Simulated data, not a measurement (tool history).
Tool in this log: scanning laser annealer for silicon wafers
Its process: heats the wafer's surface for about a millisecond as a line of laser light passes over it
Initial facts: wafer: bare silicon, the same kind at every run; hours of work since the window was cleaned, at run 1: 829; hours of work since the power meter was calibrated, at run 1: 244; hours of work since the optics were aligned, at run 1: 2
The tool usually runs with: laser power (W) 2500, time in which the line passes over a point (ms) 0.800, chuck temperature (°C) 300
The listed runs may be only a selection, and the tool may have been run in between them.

run,hour,laser power (W),time in which the line passes over a point (ms),chuck temperature (°C),hours of work since the window was cleaned,hours of work since the power meter was calibrated,hours of work since the optics were aligned,highest temperature of the surface (°C)
1,0.0,2500,0.800,300,829,244,2,1008
2,17.3,2500,0.800,327,836,251,9,1032
3,29.9,2500,0.800,300,842,256,15,1007
4,43.1,2500,0.802,300,847,262,20,1008
5,57.2,2500,0.660,300,853,268,26,946
6,75.5,2500,0.660,299,861,275,34,949
7,92.5,2500,0.660,299,868,283,41,944
8,107.3,2500,0.660,299,874,289,47,945
9,116.5,2500,0.800,328,878,293,51,1032
10,131.4,2500,0.800,328,884,299,57,1031
11,149.3,2500,0.800,328,892,306,65,1030
12,163.6,2513,0.800,300,898,312,71,1003
13,173.6,2513,0.802,300,902,317,75,1006
14,187.5,2500,0.800,300,908,322,81,1002
15,205.3,2500,0.800,300,915,330,88,1000
16,214.3,2500,0.800,300,919,334,92,1002
17,226.8,2500,0.800,300,924,339,97,1002
18,239.0,2500,0.800,302,929,344,102,1004
19,249.8,2500,0.800,300,934,349,107,998
20,260.9,2500,0.800,300,939,353,112,999
# hour 273.4: window over the wafer cleaned
21,273.4,2500,0.800,302,0,358,116,1051
22,287.1,2654,0.800,300,6,363,122,1098
23,299.5,2374,0.742,300,11,369,127,983
24,318.5,2331,0.933,337,19,377,135,1081
25,326.7,2331,0.933,337,22,380,138,1085
26,338.4,2697,0.732,338,27,385,143,1113
27,354.4,2697,0.732,338,34,392,150,1114
# hour 358.3: laser's power meter calibrated
28,369.7,2697,0.563,285,39,5,155,977
29,385.6,2697,0.563,285,46,11,162,976
30,398.2,2697,0.563,285,51,17,167,974
31,417.7,2697,0.563,285,59,25,175,969
32,426.1,2592,0.705,294,63,28,179,1028
# hour 441.0: laser's power meter calibrated, once more
33,441.1,2664,0.739,275,68,0,184,1049
34,454.6,2442,0.961,284,73,6,189,1080
35,463.1,2500,0.579,273,77,9,193,920
36,476.0,2576,0.879,273,82,15,198,1080
37,484.8,2576,0.946,273,86,18,202,1108
38,498.5,2262,0.734,300,92,24,208,946
39,516.7,2500,0.685,270,100,32,215,964
40,525.8,2500,0.685,270,103,36,219,964
41,534.0,2500,0.662,270,107,39,223,950

Hidden condition of the tool, last listed run before each entry between runs versus first listed run after:
From run 20 to run 21: window over the wafer cleaned (hour 273.4)
  light that passes the window, % of a clean one's: 93.66 -> 99.86; width of the line over the set one, %: 0.52 -> 0.53
  difference, measured minus the result without the unlogged condition, highest temperature of the surface (°C): -55 -> -4
From run 27 to run 28: laser's power meter calibrated (hour 358.3)
  light that passes the window, % of a clean one's: 99.66 -> 99.63; laser's true power over the reading, %: -0.1 -> -0.13; width of the line over the set one, %: 0.65 -> 0.67
  difference, measured minus the result without the unlogged condition, highest temperature of the surface (°C): -7 -> -7
From run 32 to run 33: laser's power meter calibrated, once more (hour 441.0)
  light that passes the window, % of a clean one's: 99.48 -> 99.45; laser's true power over the reading, %: -0.14 -> 0.42; width of the line over the set one, %: 0.75 -> 0.77
  difference, measured minus the result without the unlogged condition, highest temperature of the surface (°C): -9 -> -4

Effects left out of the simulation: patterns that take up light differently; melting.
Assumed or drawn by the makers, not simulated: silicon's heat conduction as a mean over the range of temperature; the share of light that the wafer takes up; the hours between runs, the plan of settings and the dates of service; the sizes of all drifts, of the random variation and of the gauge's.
